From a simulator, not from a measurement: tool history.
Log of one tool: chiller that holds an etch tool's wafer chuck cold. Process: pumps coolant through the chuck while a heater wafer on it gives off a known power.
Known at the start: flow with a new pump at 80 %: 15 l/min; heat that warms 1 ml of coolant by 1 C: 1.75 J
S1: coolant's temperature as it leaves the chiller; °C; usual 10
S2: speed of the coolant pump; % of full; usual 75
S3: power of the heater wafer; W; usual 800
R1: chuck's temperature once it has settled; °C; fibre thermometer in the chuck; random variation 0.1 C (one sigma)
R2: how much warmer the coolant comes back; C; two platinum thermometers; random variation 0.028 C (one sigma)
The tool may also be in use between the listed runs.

Run 1, hour 0.0: usual settings. Result: R1 20.6 °C, R2 1.99 C.
Run 2, hour 48.5: usual settings. Result: R1 20.5 °C, R2 2.01 C.
Run 3, hour 100.1: usual settings. Result: R1 20.7 °C, R2 1.97 C.
Run 4, hour 134.8: usual settings. Result: R1 20.7 °C, R2 1.98 C.
Run 5, hour 170.5: usual settings but S2 93 % of full. Result: R1 19.2 °C, R2 1.57 C.
Run 6, hour 214.9: usual settings but S2 93 % of full. Result: R1 19.1 °C, R2 1.60 C.
Run 7, hour 264.8: usual settings but S2 93 % of full. Result: R1 19.1 °C, R2 1.62 C.
Run 8, hour 317.9: usual settings but S2 93 % of full. Result: R1 19.1 °C, R2 1.59 C.
Run 9, hour 368.7: usual settings but S2 93 % of full. Result: R1 19.2 °C, R2 1.60 C.
At hour 377.3: coolant pump overhauled.
Run 10, hour 396.6: usual settings but S2 65 % of full. Result: R1 22.0 °C, R2 2.41 C.
Run 11, hour 423.9: usual settings but S3 586 W. Result: R1 18.1 °C, R2 1.51 C.
Run 12, hour 454.0: usual settings but S3 586 W. Result: R1 18.0 °C, R2 1.56 C.
Run 13, hour 499.6: usual settings but S2 89 % of full. Result: R1 19.6 °C, R2 1.71 C.
Run 14, hour 531.8: usual settings but S2 89 % of full. Result: R1 19.8 °C, R2 1.72 C.
At hour 558.9: coolant pump overhauled, once more.
Run 15, hour 562.7: usual settings. Result: R1 20.6 °C, R2 2.00 C.
Run 16, hour 596.2: usual settings but S1 12 °C, S3 528 W. Result: R1 19.3 °C, R2 1.28 C.
Run 17, hour 630.7: usual settings but S1 15 °C, S2 99 % of full, S3 495 W. Result: R1 20.4 °C, R2 0.89 C.
Run 18, hour 657.0: usual settings but S1 15 °C, S2 99 % of full, S3 495 W. Result: R1 20.4 °C, R2 0.90 C.
Run 19, hour 687.0: usual settings but S1 1 °C, S2 77 % of full, S3 452 W. Result: R1 7.1 °C, R2 1.12 C.
Run 20, hour 734.2: usual settings but S2 92 % of full. Result: R1 19.3 °C, R2 1.61 C.

The next listed run, before its measurement:
Run 21, hour 772.7: usual settings but S1 18 °C, S3 987 W. Result: R1 ?, R2 ?.

{"run 21": {"R1": 31.1, "R2": 2.52}}
Without the tool's hidden state the same run would have given R1 29.4 °C, R2 2.50 C.
